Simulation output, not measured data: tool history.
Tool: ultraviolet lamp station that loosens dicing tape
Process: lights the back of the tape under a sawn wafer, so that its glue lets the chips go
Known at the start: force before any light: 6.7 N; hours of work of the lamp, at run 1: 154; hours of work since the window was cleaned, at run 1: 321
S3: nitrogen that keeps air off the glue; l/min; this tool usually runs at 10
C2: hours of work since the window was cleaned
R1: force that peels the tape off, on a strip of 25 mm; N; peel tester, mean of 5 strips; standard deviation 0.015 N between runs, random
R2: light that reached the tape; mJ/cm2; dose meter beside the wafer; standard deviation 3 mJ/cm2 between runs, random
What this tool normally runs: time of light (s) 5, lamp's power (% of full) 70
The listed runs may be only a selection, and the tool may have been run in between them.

Run 1, hour 0.0: usual settings; hours of work of the lamp 154; C2 321. Result: R1 0.875 N, R2 403 mJ/cm2.
Run 2, hour 11.6: usual settings; hours of work of the lamp 162; C2 330. Result: R1 0.916 N, R2 403 mJ/cm2.
Run 3, hour 19.7: usual settings but S3 16 l/min; hours of work of the lamp 169; C2 336. Result: R1 0.667 N, R2 403 mJ/cm2.
Run 4, hour 30.8: usual settings but S3 16 l/min; hours of work of the lamp 177; C2 345. Result: R1 0.665 N, R2 400 mJ/cm2.
Run 5, hour 38.6: usual settings but S3 16 l/min; hours of work of the lamp 183; C2 351. Result: R1 0.701 N, R2 393 mJ/cm2.
Run 6, hour 50.2: usual settings but S3 16 l/min; hours of work of the lamp 192; C2 360. Result: R1 0.683 N, R2 394 mJ/cm2.
Run 7, hour 60.8: usual settings but S3 16 l/min; hours of work of the lamp 200; C2 368. Result: R1 0.701 N, R2 393 mJ/cm2.
Run 8, hour 72.9: usual settings but S3 19 l/min; hours of work of the lamp 209; C2 377. Result: R1 0.633 N, R2 391 mJ/cm2.
At hour 74.1: window cleaned of glue's vapour.
Run 9, hour 82.5: usual settings but time of light (s) 10; hours of work of the lamp 216; C2 6. Result: R1 0.213 N, R2 751 mJ/cm2.
Run 10, hour 88.0: usual settings but S3 16 l/min; hours of work of the lamp 221; C2 11. Result: R1 0.756 N, R2 376 mJ/cm2.
At hour 93.6: window cleaned of glue's vapour, once more.
Run 11, hour 98.1: usual settings but time of light (s) 2, lamp's power (% of full) 95, S3 7 l/min; hours of work of the lamp 228; C2 3. Result: R1 2.402 N, R2 232 mJ/cm2.
Run 12, hour 104.4: usual settings but S3 4 l/min; hours of work of the lamp 233; C2 8. Result: R1 1.455 N, R2 425 mJ/cm2.
Run 13, hour 112.4: usual settings but S3 4 l/min; hours of work of the lamp 239; C2 14. Result: R1 1.461 N, R2 427 mJ/cm2.
Run 14, hour 124.4: usual settings; hours of work of the lamp 248; C2 24. Result: R1 0.802 N, R2 420 mJ/cm2.
Run 15, hour 133.1: usual settings but time of light (s) 10, lamp's power (% of full) 64; hours of work of the lamp 255; C2 30. Result: R1 0.202 N, R2 767 mJ/cm2.
Run 16, hour 144.7: usual settings but time of light (s) 3, lamp's power (% of full) 83, S3 3 l/min; hours of work of the lamp 264; C2 39. Result: R1 2.617 N, R2 300 mJ/cm2.
Run 17, hour 151.2: usual settings but time of light (s) 3, lamp's power (% of full) 83, S3 3 l/min; hours of work of the lamp 269; C2 44. Result: R1 2.637 N, R2 298 mJ/cm2.
Run 18, hour 161.6: usual settings but time of light (s) 3, S3 7 l/min; hours of work of the lamp 277; C2 52. Result: R1 2.149 N, R2 251 mJ/cm2.

Alternative continuations, all from the tool just after run 18; predict every row:
Run A, hour 169.6: usual settings but time of light (s) 10, lamp's power (% of full) 90; hours of work of the lamp 283; C2 58. Result: R1 ?, R2 ?.
Run B, hour 169.6: usual settings but time of light (s) 6, lamp's power (% of full) 82, S3 3 l/min; hours of work of the lamp 283; C2 58. Result: R1 ?, R2 ?.
Run C, hour 169.6: usual settings but time of light (s) 3, lamp's power (% of full) 77, S3 16 l/min; hours of work of the lamp 283; C2 58. Result: R1 ?, R2 ?.
Run D, hour 169.6: usual settings but time of light (s) 6, lamp's power (% of full) 81, S3 16 l/min; hours of work of the lamp 283; C2 58. Result: R1 ?, R2 ?.
Run E, hour 169.6: usual settings but time of light (s) 9, lamp's power (% of full) 77, S3 7 l/min; hours of work of the lamp 283; C2 58. Result: R1 ?, R2 ?.

run     R1    R2
  A  0.111  1069
  B  1.055   579
  C  1.332   273
  D  0.284   577
  E  0.229   825
The same runs, with their run-to-run variation unchanged, on a tool lacking any hidden condition would have given:
run     R1    R2
  A  0.102  1155
  B  0.914   627
  C  1.173   295
  D  0.234   624
  E  0.190   892
